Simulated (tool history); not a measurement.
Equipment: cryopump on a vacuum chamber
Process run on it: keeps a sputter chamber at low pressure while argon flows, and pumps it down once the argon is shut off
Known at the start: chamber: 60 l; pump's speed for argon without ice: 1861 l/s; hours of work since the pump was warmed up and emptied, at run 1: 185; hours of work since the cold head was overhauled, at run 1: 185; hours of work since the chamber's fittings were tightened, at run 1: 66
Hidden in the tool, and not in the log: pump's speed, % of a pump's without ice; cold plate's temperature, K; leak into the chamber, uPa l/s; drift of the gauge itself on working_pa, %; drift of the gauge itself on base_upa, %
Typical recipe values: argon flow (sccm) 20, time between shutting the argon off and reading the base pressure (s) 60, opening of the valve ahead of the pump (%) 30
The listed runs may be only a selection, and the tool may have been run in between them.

run,hour,argon flow (sccm),time between shutting the argon off and reading the base pressure (s),opening of the valve ahead of the pump (%),hours of work since the pump was warmed up and emptied,hours of work since the cold head was overhauled,hours of work since the chamber's fittings were tightened,pressure while argon flows (Pa),pressure after the wait (uPa)
1,0.0,20,60,30,185,185,66,0.0622,1.57
2,7.8,20,60,30,191,191,72,0.0636,1.51
3,24.0,20,60,30,203,203,84,0.0629,1.56
4,37.6,20,51,30,214,214,95,0.0628,1.77
5,52.3,20,51,30,225,225,106,0.0625,1.78
6,65.4,20,51,35,235,235,116,0.0548,1.75
7,73.6,20,51,35,241,241,122,0.0554,1.83
8,88.5,11,60,30,253,253,133,0.0346,1.58
9,102.9,11,60,30,264,264,144,0.0347,1.57
10,114.0,11,60,30,272,272,153,0.0345,1.61
11,122.7,11,60,30,279,279,160,0.0356,1.62
12,136.3,11,60,30,289,289,170,0.0347,1.65
13,145.8,20,99,30,296,296,177,0.0644,1.13
14,153.5,20,99,47,302,302,183,0.0422,1.08
15,164.5,27,60,30,311,311,192,0.0858,1.64
16,180.8,20,60,30,323,323,204,0.0637,1.63
17,195.5,22,60,30,335,335,215,0.0714,1.67
# hour 211.6: pump warmed up, emptied and cooled again
18,214.5,20,158,20,2,345,226,0.0897,0.87
19,226.1,19,60,30,11,354,235,0.0572,1.58
20,235.9,35,277,30,19,362,243,0.1053,0.66
21,250.6,9,233,42,30,373,254,0.0196,0.72
22,265.9,24,169,25,42,385,265,0.0882,0.82
23,274.4,11,169,21,48,391,272,0.0479,0.87
24,285.3,11,169,53,56,399,280,0.0191,0.79
25,301.1,28,172,53,68,412,292,0.0493,0.89
26,313.0,22,286,56,78,421,302,0.0369,0.71
27,328.1,22,286,56,89,432,313,0.0363,0.73
28,338.9,22,286,56,97,441,321,0.0367,0.74
29,352.5,22,81,43,108,451,332,0.0478,1.41
30,359.9,10,121,35,114,457,337,0.0269,1.13

What does the tool deliver on the next run?
31,369.2,20,60,25,121,464,345,?,?

{"run 31": {"pressure while argon flows (Pa)": 0.0739, "pressure after the wait (uPa)": 1.67}}
With the hidden condition absent and the run-to-run variation left alone, this run would have shown pressure while argon flows (Pa) 0.0725, pressure after the wait (uPa) 1.35.
